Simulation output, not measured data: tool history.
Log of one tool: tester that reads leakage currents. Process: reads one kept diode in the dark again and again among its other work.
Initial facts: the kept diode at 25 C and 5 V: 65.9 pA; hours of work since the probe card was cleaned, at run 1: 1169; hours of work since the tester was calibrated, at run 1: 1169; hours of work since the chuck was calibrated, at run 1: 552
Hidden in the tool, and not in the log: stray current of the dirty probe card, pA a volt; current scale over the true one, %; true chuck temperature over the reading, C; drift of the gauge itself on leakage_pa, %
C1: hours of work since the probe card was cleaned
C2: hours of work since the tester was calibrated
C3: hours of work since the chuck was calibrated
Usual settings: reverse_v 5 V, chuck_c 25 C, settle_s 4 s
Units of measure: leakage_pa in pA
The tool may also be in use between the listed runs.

Run 1, hour 0: usual settings; C1 1169; C2 1169; C3 552. Result: leakage_pa 66.56 pA.
Run 2, hour 25.5: usual settings but reverse_v 4.46 V; C1 1187; C2 1187; C3 570. Result: leakage_pa 63.3 pA.
Run 3, hour 46.1: usual settings; C1 1202; C2 1202; C3 585. Result: leakage_pa 65.87 pA.
Run 4, hour 91.6: usual settings; C1 1235; C2 1235; C3 618. Result: leakage_pa 66.3 pA.
Run 5, hour 119.8: usual settings; C1 1255; C2 1255; C3 638. Result: leakage_pa 66.27 pA.
Run 6, hour 140.2: usual settings; C1 1270; C2 1270; C3 653. Result: leakage_pa 66.24 pA.
Run 7, hour 180.5: usual settings; C1 1299; C2 1299; C3 682. Result: leakage_pa 65.88 pA.
Run 8, hour 224.6: usual settings; C1 1331; C2 1331; C3 714. Result: leakage_pa 66.3 pA.
Run 9, hour 257.3: usual settings; C1 1354; C2 1354; C3 737. Result: leakage_pa 65.82 pA.
Run 10, hour 307.4: usual settings; C1 1390; C2 1390; C3 773. Result: leakage_pa 65.55 pA.
Run 11, hour 349.2: usual settings; C1 1420; C2 1420; C3 803. Result: leakage_pa 65.86 pA.
Run 12, hour 392.4: usual settings but chuck_c 21 C; C1 1451; C2 1451; C3 835. Result: leakage_pa 48.07 pA.
Run 13, hour 417.3: usual settings but reverse_v 12.25 V; C1 1469; C2 1469; C3 853. Result: leakage_pa 95.76 pA.
Run 14, hour 442.7: usual settings but reverse_v 8.02 V; C1 1488; C2 1488; C3 871. Result: leakage_pa 79.01 pA.
Run 15, hour 488.1: usual settings; C1 1520; C2 1520; C3 904. Result: leakage_pa 64.85 pA.
Run 16, hour 535.5: usual settings but reverse_v 7.45 V; C1 1555; C2 1555; C3 938. Result: leakage_pa 76.97 pA.
Run 17, hour 561.3: usual settings but reverse_v 7.45 V, chuck_c 21 C, settle_s 6.27 s; C1 1573; C2 1573; C3 956. Result: leakage_pa 56.66 pA.
Run 18, hour 610.5: usual settings but reverse_v 7.45 V, chuck_c 21 C, settle_s 2.48 s; C1 1609; C2 1609; C3 992. Result: leakage_pa 56.98 pA.
Run 19, hour 657.9: usual settings but reverse_v 7.45 V, chuck_c 21 C, settle_s 2.48 s; C1 1643; C2 1643; C3 1026. Result: leakage_pa 57.48 pA.
Run 20, hour 697.3: usual settings but reverse_v 7.45 V, chuck_c 21 C, settle_s 2.48 s; C1 1671; C2 1671; C3 1054. Result: leakage_pa 57.14 pA.
Run 21, hour 739.9: usual settings but reverse_v 2.61 V, chuck_c 46 C, settle_s 8.08 s; C1 1702; C2 1702; C3 1085. Result: leakage_pa 237.72 pA.
Run 22, hour 777.4: usual settings but reverse_v 2.61 V, chuck_c 46 C, settle_s 8.08 s; C1 1729; C2 1729; C3 1112. Result: leakage_pa 235.76 pA.
Run 23, hour 799.6: usual settings but reverse_v 6.75 V, chuck_c 35 C, settle_s 1.81 s; C1 1745; C2 1745; C3 1128. Result: leakage_pa 155.74 pA.
Run 24, hour 836.4: usual settings but reverse_v 1.53 V, chuck_c 42 C, settle_s 1.81 s; C1 1771; C2 1771; C3 1155. Result: leakage_pa 145.39 pA.
Run 25, hour 862.9: usual settings but reverse_v 4.31 V, chuck_c 53 C, settle_s 0.77 s; C1 1791; C2 1791; C3 1174. Result: leakage_pa 468.52 pA.
Run 26, hour 904.9: usual settings but reverse_v 4.31 V, chuck_c 53 C, settle_s 0.77 s; C1 1821; C2 1821; C3 1204. Result: leakage_pa 466.8 pA.
Run 27, hour 933.4: usual settings but reverse_v 4.31 V, chuck_c 53 C, settle_s 0.77 s; C1 1841; C2 1841; C3 1225. Result: leakage_pa 462.2 pA.
Run 28, hour 977.9: usual settings but reverse_v 4.31 V, chuck_c 53 C, settle_s 0.77 s; C1 1873; C2 1873; C3 1257. Result: leakage_pa 461.97 pA.
Run 29, hour 1012.9: usual settings but reverse_v 4.31 V, chuck_c 53 C, settle_s 0.77 s; C1 1899; C2 1899; C3 1282. Result: leakage_pa 462.54 pA.

4 ways to go on from here, each from the tool as it stands after run 29. What would each give?
Run A, hour 1056.6: usual settings but chuck_c 34 C, settle_s 0.4 s; C1 1930; C2 1930; C3 1313. Result: leakage_pa ?.
Run B, hour 1056.6: usual settings but reverse_v 3.64 V, chuck_c 40 C, settle_s 0.74 s; C1 1930; C2 1930; C3 1313. Result: leakage_pa ?.
Run C, hour 1056.6: usual settings but chuck_c 50 C, settle_s 8.38 s; C1 1930; C2 1930; C3 1313. Result: leakage_pa ?.
Run D, hour 1056.6: usual settings but reverse_v 1.53 V, chuck_c 53 C, settle_s 0.55 s; C1 1930; C2 1930; C3 1313. Result: leakage_pa ?.

run  leakage_pa
  A      129.64
  B      174.48
  C      397.13
  D      311.64
Take away the tool's hidden state, keep each run's random variation, and the runs would have read:
run  leakage_pa
  A      138.23
  B       188.8
  C      430.44
  D      339.41
